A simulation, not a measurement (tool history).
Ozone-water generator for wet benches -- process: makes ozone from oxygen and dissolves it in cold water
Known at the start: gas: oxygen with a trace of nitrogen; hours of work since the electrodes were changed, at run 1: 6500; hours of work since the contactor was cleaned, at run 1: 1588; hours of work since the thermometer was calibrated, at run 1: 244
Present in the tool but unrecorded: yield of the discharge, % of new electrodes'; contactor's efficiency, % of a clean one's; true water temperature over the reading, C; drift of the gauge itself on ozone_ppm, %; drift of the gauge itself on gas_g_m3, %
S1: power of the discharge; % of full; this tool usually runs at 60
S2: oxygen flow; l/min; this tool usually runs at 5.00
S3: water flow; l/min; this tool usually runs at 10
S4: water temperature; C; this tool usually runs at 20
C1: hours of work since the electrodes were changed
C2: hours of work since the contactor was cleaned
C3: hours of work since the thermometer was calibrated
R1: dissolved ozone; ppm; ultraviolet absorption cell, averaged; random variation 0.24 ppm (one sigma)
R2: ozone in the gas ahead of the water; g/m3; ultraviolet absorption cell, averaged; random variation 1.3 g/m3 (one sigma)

run	hour	S1	S2	S3	S4	C1	C2	C3	R1	R2
1	0.0	60	5.00	10	20	6500	1588	244	30.8	202.1
2	140.1	60	5.00	10	20	6615	1704	359	30.3	201.4
3	305.6	60	5.00	10	20	6752	1840	495	30.5	201.6
4	489.1	60	5.00	10	20	6903	1991	646	29.9	200.8
5	659.0	60	5.00	10	20	7042	2131	786	30.0	198.7
6	758.9	60	5.00	10	20	7125	2213	868	29.6	198.4
7	894.4	60	5.00	10	20	7236	2324	980	29.8	199.3
8	1094.8	60	6.70	10	27	7401	2489	1144	25.1	177.5
9	1233.8	60	6.70	10	27	7515	2604	1259	24.8	175.5
10	1338.6	60	6.70	10	27	7602	2690	1345	24.5	175.0
11	1446.0	60	6.70	10	27	7690	2778	1433	24.6	175.4
12	1555.0	60	6.70	10	27	7780	2868	1523	24.2	175.0
13	1713.2	75	3.73	11	14	7910	2998	1653	34.7	256.0

How would selected steps in R1 from run to run divide? Give the signed amount a tool lacking its hidden state would still show from settings, what came in and random variation, and the signed amount left for the hidden state, including any gauge scatter that is not in both of the compared results.
Run 12 -> 13: S1 60 -> 75, S2 6.70 -> 3.73, S3 10 -> 11, S4 27 -> 14. R1 +10.5 ppm: hidden state -4.6, all else +15.1.

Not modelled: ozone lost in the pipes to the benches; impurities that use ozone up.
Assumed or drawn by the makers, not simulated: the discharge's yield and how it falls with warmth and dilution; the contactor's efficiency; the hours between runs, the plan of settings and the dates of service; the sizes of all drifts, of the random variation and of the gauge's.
